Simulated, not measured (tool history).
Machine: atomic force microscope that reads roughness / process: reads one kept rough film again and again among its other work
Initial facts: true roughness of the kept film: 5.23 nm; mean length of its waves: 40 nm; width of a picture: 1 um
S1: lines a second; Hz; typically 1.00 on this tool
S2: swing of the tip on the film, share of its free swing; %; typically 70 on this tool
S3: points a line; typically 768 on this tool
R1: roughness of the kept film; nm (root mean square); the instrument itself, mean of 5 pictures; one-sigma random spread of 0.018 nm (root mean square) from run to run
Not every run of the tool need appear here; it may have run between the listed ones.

run	hour	S1	S2	S3	R1
1	0.0	1.00	70	768	3.636
2	7.9	1.00	70	768	3.560
3	17.5	1.00	70	768	3.525
4	23.0	1.00	77	768	3.403
# hour 26.5: new tip fitted
5	32.9	1.00	70	768	4.251
6	42.0	1.00	70	768	4.140
7	48.1	1.00	70	768	4.073
8	52.8	1.00	70	768	4.053
9	59.3	1.00	70	768	3.997
10	64.8	1.00	70	768	3.914
11	72.6	1.00	70	768	3.889
12	78.6	1.00	70	567	3.830
13	86.1	1.00	70	567	3.761
14	93.2	1.56	87	567	3.233
15	101.1	1.00	70	445	3.626
16	109.9	0.76	79	833	3.545
17	118.1	0.76	79	833	3.474
# hour 124.9: new tip fitted
18	124.9	3.32	67	689	3.939
19	130.6	1.00	67	340	4.287
20	136.2	1.00	67	340	4.244
21	142.1	1.00	67	340	4.167

Each row is a separate what-if for the run after 21, all from the same tool condition, not one after another. Results?
A	146.7	1.10	67	392	?
B	146.7	1.92	57	642	?
C	146.7	1.00	57	340	?

run	R1
A	4.122
B	4.139
C	4.265
Had the tool no hidden state, the same runs would have come out as:
run	R1
A	4.381
B	4.399
C	4.533
